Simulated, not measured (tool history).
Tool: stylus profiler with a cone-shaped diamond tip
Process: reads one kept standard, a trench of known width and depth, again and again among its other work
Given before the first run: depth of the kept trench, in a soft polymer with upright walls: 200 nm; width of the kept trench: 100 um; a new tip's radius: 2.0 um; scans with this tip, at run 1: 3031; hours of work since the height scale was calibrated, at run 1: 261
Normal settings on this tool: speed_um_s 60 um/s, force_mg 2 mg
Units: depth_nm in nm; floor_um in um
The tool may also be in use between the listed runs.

run	hour	speed_um_s	force_mg	scans with this tip	hours of work since the height scale was calibrated	depth_nm	floor_um
1	0	60	2	3031	261	202.09	97.89
2	44.1	60	2	3296	284	202.12	97.86
3	75.9	60	2	3488	301	202.21	97.9
4	101.2	60	2	3640	314	202.18	97.85
5	137.5	60	2	3859	333	202.14	97.78
6	168.6	60	4.33	4047	349	203.86	97.91
7	202.6	60	4.33	4251	366	203.75	97.85
8	226.9	60	4.33	4398	379	203.74	97.86
9	246.3	60	4.33	4515	389	203.71	97.85
10	283.3	60	2	4738	408	202.19	97.83
11	304.1	60	2	4864	419	202.07	97.77
12	322.5	60	2	4974	429	202.06	97.76
13	362	60	0.68	5212	449	200.8	97.67
14	384.6	60	0.68	5349	461	200.84	97.66
15	403.3	45	2	5461	471	202.13	97.83
16	427.2	45	1.16	5605	483	201.39	97.75
17	447.2	152	1.16	5726	493	201.39	97.23
18	466	152	1.16	5839	503	201.34	97.3
19	508.8	100	2	6097	525	202.03	97.58
20	530.9	113	3	6230	537	202.71	97.59

The next listed run, before its measurement:
21	556.1	113	3	6382	550	?	?

{"run 21": {"depth_nm": 202.76, "floor_um": 97.57}}
Without the tool's hidden state the same run would have given depth_nm 203.1 nm, floor_um 97.9 um.
